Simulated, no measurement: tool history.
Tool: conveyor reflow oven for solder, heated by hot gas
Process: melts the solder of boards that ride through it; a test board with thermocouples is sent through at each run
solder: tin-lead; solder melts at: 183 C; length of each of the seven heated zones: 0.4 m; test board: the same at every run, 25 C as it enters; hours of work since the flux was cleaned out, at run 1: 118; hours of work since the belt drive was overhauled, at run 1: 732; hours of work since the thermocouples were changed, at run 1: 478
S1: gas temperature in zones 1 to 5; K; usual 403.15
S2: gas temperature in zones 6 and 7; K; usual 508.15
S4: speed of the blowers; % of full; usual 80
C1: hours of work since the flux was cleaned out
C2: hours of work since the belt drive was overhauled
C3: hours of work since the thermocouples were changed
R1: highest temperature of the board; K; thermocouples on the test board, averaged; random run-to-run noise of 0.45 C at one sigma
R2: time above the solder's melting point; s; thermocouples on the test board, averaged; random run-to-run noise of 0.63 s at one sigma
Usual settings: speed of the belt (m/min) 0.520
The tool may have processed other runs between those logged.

Run 1, hour 0.0: usual settings; C1 118; C2 732; C3 478. Result: R1 486.25 K, R2 63.7 s.
Run 2, hour 18.2: usual settings; C1 130; C2 743; C3 490. Result: R1 486.65 K, R2 62.7 s.
Run 3, hour 54.8: usual settings; C1 153; C2 767; C3 513. Result: R1 486.95 K, R2 63.2 s.
At hour 83.4: flux residue cleaned out of gas plates and filters.
Run 4, hour 83.6: usual settings; C1 0; C2 782; C3 528. Result: R1 487.45 K, R2 63.9 s.
Run 5, hour 104.1: usual settings; C1 13; C2 795; C3 542. Result: R1 488.05 K, R2 63.6 s.
Run 6, hour 121.1: usual settings; C1 24; C2 806; C3 552. Result: R1 487.55 K, R2 64.1 s.
Run 7, hour 153.0: usual settings; C1 45; C2 826; C3 573. Result: R1 487.15 K, R2 63.4 s.
Run 8, hour 178.2: usual settings; C1 61; C2 842; C3 589. Result: R1 486.95 K, R2 64.2 s.
Run 9, hour 209.4: usual settings; C1 81; C2 862; C3 609. Result: R1 486.45 K, R2 63.2 s.
Run 10, hour 231.6: usual settings; C1 95; C2 877; C3 623. Result: R1 486.85 K, R2 63.5 s.
Run 11, hour 267.5: usual settings; C1 118; C2 900; C3 646. Result: R1 487.05 K, R2 63.3 s.
Run 12, hour 290.8: usual settings but speed of the belt (m/min) 0.461; C1 133; C2 914; C3 661. Result: R1 490.25 K, R2 78.0 s.
At hour 298.0: belt drive overhauled, speed set with a stopwatch.
Run 13, hour 315.0: usual settings; C1 146; C2 11; C3 674. Result: R1 487.05 K, R2 64.9 s.
Run 14, hour 344.3: usual settings but S1 390.15 K, S2 504.15 K, speed of the belt (m/min) 0.591, S4 70 % of full; C1 164; C2 30; C3 693. Result: R1 474.05 K, R2 35.7 s.
At hour 355.0: flux residue cleaned out of gas plates and filters.
Run 15, hour 369.1: usual settings but S1 390.15 K, S2 504.15 K, speed of the belt (m/min) 0.591, S4 70 % of full; C1 9; C2 42; C3 705. Result: R1 474.65 K, R2 36.4 s.
Run 16, hour 405.0: usual settings but S2 517.15 K; C1 32; C2 65; C3 728. Result: R1 495.05 K, R2 72.5 s.
At hour 437.5: belt drive overhauled, speed set with a stopwatch, once more.
Run 17, hour 442.6: usual settings; C1 53; C2 3; C3 750. Result: R1 484.95 K, R2 59.7 s.
Run 18, hour 472.9: usual settings but S1 389.15 K, speed of the belt (m/min) 0.588; C1 73; C2 23; C3 769. Result: R1 478.65 K, R2 40.1 s.
Run 19, hour 505.8: usual settings but S4 72 % of full; C1 94; C2 44; C3 790. Result: R1 482.95 K, R2 58.4 s.
Run 20, hour 527.2: usual settings but S4 72 % of full; C1 108; C2 57; C3 804. Result: R1 483.15 K, R2 57.4 s.
Run 21, hour 555.6: usual settings but S1 401.15 K, S2 496.15 K, speed of the belt (m/min) 0.491, S4 59 % of full; C1 126; C2 76; C3 822. Result: R1 472.15 K, R2 42.0 s.
Run 22, hour 584.2: usual settings but S1 401.15 K, S2 496.15 K, speed of the belt (m/min) 0.491, S4 59 % of full; C1 144; C2 94; C3 841. Result: R1 472.25 K, R2 42.3 s.
Run 23, hour 601.7: usual settings but S2 518.15 K, S4 69 % of full; C1 155; C2 105; C3 852. Result: R1 490.65 K, R2 64.4 s.
At hour 626.2: flux residue cleaned out of gas plates and filters.
Run 24, hour 639.2: usual settings but S2 518.15 K, S4 69 % of full; C1 8; C2 126; C3 873. Result: R1 492.05 K, R2 66.6 s.
Run 25, hour 656.9: usual settings but S2 518.15 K, S4 69 % of full; C1 20; C2 137; C3 884. Result: R1 491.75 K, R2 66.0 s.

Forecast each of these 3 alternatives for the next run:
Run A, hour 686.6: usual settings but S2 506.15 K, speed of the belt (m/min) 0.601, S4 62 % of full; C1 39; C2 156; C3 903. Result: R1 ?, R2 ?.
Run B, hour 686.6: usual settings but speed of the belt (m/min) 0.554; C1 39; C2 156; C3 903. Result: R1 ?, R2 ?.
Run C, hour 686.6: usual settings but S1 397.15 K, S2 518.15 K, speed of the belt (m/min) 0.615, S4 65 % of full; C1 39; C2 156; C3 903. Result: R1 ?, R2 ?.

run      R1    R2
  A  473.85  35.4
  B  483.65  53.3
  C  481.75  42.7
Without the tool's unlogged condition, the same runs would have read:
run      R1    R2
  A  476.65  39.1
  B  486.75  56.3
  C  484.65  45.6
